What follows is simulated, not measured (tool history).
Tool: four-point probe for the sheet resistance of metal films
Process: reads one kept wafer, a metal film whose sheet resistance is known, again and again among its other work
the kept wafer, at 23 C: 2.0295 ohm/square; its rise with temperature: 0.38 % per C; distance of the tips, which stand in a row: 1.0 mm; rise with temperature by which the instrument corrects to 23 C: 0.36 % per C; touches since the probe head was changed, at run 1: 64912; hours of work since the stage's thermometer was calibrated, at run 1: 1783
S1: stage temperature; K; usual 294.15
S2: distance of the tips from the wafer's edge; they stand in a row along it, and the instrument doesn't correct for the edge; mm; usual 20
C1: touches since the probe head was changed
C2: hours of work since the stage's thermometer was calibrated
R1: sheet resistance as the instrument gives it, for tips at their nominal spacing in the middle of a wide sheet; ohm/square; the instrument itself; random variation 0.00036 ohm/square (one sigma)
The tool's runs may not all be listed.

run   hour      S1  S2     C1    C2        R1
  1    0.0  294.15  20  64912  1783  2.034969
  2   91.9  294.15  20  67936  1821  2.035415
  3  175.1  294.15  20  70674  1855  2.035610
  4  274.2  294.15   4  73938  1895  2.098481
  5  328.3  294.15   4  75716  1917  2.097835
  6  411.6  292.15   4  78458  1951  2.097852
  7  499.4  292.15   4  81350  1987  2.097448
  8  604.3  291.15  16  84801  2030  2.036017
  9  664.7  302.15  16  86788  2055  2.038556
 10  737.4  308.15   9  89181  2084  2.049681

The next listed run, before its measurement:
 11  810.4  308.15   9  91583  2114   ?

Run 11 gave R1 2.048920 ohm/square.
Without the tool's hidden state the same run would have given R1 2.046379 ohm/square.

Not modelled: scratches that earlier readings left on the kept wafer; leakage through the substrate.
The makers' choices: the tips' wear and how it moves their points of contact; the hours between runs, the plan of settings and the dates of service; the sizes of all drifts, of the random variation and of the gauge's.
